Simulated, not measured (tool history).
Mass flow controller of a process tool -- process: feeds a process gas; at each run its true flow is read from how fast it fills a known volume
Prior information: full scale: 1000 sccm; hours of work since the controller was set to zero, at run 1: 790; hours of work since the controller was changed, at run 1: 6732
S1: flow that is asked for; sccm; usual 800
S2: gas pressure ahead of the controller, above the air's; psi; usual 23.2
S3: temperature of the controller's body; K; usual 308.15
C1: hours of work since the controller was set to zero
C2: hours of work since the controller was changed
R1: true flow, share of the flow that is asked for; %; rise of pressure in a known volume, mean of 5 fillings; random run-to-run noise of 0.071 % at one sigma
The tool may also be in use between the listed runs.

{"run": 1, "hour": 0.0, "S1": 800, "S2": 23.2, "S3": 308.15, "C1": 790, "C2": 6732, "R1": 102.82}
{"run": 2, "hour": 260.5, "S1": 800, "S2": 31.6, "S3": 308.15, "C1": 963, "C2": 6905, "R1": 102.69}
{"run": 3, "hour": 467.0, "S1": 800, "S2": 31.6, "S3": 298.15, "C1": 1100, "C2": 7042, "R1": 103.08}
{"run": 4, "hour": 658.9, "S1": 800, "S2": 31.6, "S3": 298.15, "C1": 1227, "C2": 7169, "R1": 103.09}
{"run": 5, "hour": 1085.6, "S1": 104, "S2": 23.2, "S3": 308.15, "C1": 1511, "C2": 7453, "R1": 105.28}
{"run": 6, "hour": 1401.8, "S1": 104, "S2": 23.2, "S3": 308.15, "C1": 1720, "C2": 7663, "R1": 105.71}
{"run": 7, "hour": 1684.1, "S1": 104, "S2": 23.2, "S3": 308.15, "C1": 1908, "C2": 7850, "R1": 106.18}
{"run": 8, "hour": 1932.8, "S1": 800, "S2": 32.3, "S3": 308.15, "C1": 2073, "C2": 8015, "R1": 103.51}
{"run": 9, "hour": 2234.0, "S1": 800, "S2": 32.3, "S3": 308.15, "C1": 2273, "C2": 8215, "R1": 103.65}
{"run": 10, "hour": 2533.3, "S1": 800, "S2": 32.3, "S3": 308.15, "C1": 2472, "C2": 8414, "R1": 103.73}
{"run": 11, "hour": 2746.7, "S1": 800, "S2": 23.2, "S3": 308.15, "C1": 2613, "C2": 8556, "R1": 104.17}
{"run": 12, "hour": 3087.3, "S1": 800, "S2": 36.8, "S3": 308.15, "C1": 2839, "C2": 8782, "R1": 103.97}
{"run": 13, "hour": 3489.7, "S1": 800, "S2": 36.8, "S3": 308.15, "C1": 3107, "C2": 9049, "R1": 104.04}
{"run": 14, "hour": 3711.1, "S1": 800, "S2": 33.2, "S3": 308.15, "C1": 3254, "C2": 9196, "R1": 104.31}
{"hour": 3739.0, "done": "controller's zero set anew"}
{"run": 15, "hour": 4117.0, "S1": 800, "S2": 31.3, "S3": 307.15, "C1": 251, "C2": 9465, "R1": 105.05}
{"run": 16, "hour": 4291.7, "S1": 281, "S2": 36.8, "S3": 308.15, "C1": 367, "C2": 9581, "R1": 107.04}
{"run": 17, "hour": 4603.3, "S1": 281, "S2": 32.8, "S3": 299.15, "C1": 574, "C2": 9788, "R1": 107.72}
{"run": 18, "hour": 4900.7, "S1": 281, "S2": 32.8, "S3": 299.15, "C1": 771, "C2": 9985, "R1": 108.06}
{"run": 19, "hour": 5150.6, "S1": 281, "S2": 32.8, "S3": 299.15, "C1": 937, "C2": 10151, "R1": 108.18}
{"run": 20, "hour": 5473.4, "S1": 948, "S2": 37.9, "S3": 301.15, "C1": 1152, "C2": 10366, "R1": 105.86}
{"run": 21, "hour": 5685.5, "S1": 752, "S2": 37.9, "S3": 300.15, "C1": 1292, "C2": 10506, "R1": 106.0}
{"hour": 5725.3, "done": "controller's zero set anew, once more"}
{"run": 22, "hour": 6086.3, "S1": 752, "S2": 37.3, "S3": 304.15, "C1": 240, "C2": 10772, "R1": 103.99}
{"run": 23, "hour": 6400.1, "S1": 800, "S2": 23.2, "S3": 311.15, "C1": 448, "C2": 10981, "R1": 104.25}
{"hour": 6541.6, "done": "controller exchanged for a calibrated one"}
{"run": 24, "hour": 6739.4, "S1": 800, "S2": 23.2, "S3": 311.15, "C1": 131, "C2": 131, "R1": 99.3}
{"run": 25, "hour": 7020.4, "S1": 800, "S2": 26.3, "S3": 308.15, "C1": 318, "C2": 318, "R1": 99.51}
{"run": 26, "hour": 7241.2, "S1": 130, "S2": 26.0, "S3": 299.15, "C1": 465, "C2": 465, "R1": 99.54}
{"run": 27, "hour": 7435.6, "S1": 800, "S2": 23.2, "S3": 303.15, "C1": 594, "C2": 594, "R1": 99.95}

Here are 4 independent what-if runs from the current tool condition. What would each one return?
{"run": "A", "hour": 7704.3, "S1": 800, "S2": 23.1, "S3": 303.15, "C1": 772, "C2": 772, "R1": "?"}
{"run": "B", "hour": 7704.3, "S1": 800, "S2": 32.2, "S3": 308.15, "C1": 772, "C2": 772, "R1": "?"}
{"run": "C", "hour": 7704.3, "S1": 167, "S2": 21.3, "S3": 302.15, "C1": 772, "C2": 772, "R1": "?"}
{"run": "D", "hour": 7704.3, "S1": 697, "S2": 23.2, "S3": 308.15, "C1": 772, "C2": 772, "R1": "?"}

run=A R1=99.99
run=B R1=99.70
run=C R1=99.96
run=D R1=99.80
Without the tool's unlogged condition, the same runs would have read:
run=A R1=99.51
run=B R1=99.22
run=C R1=98.44
run=D R1=99.27
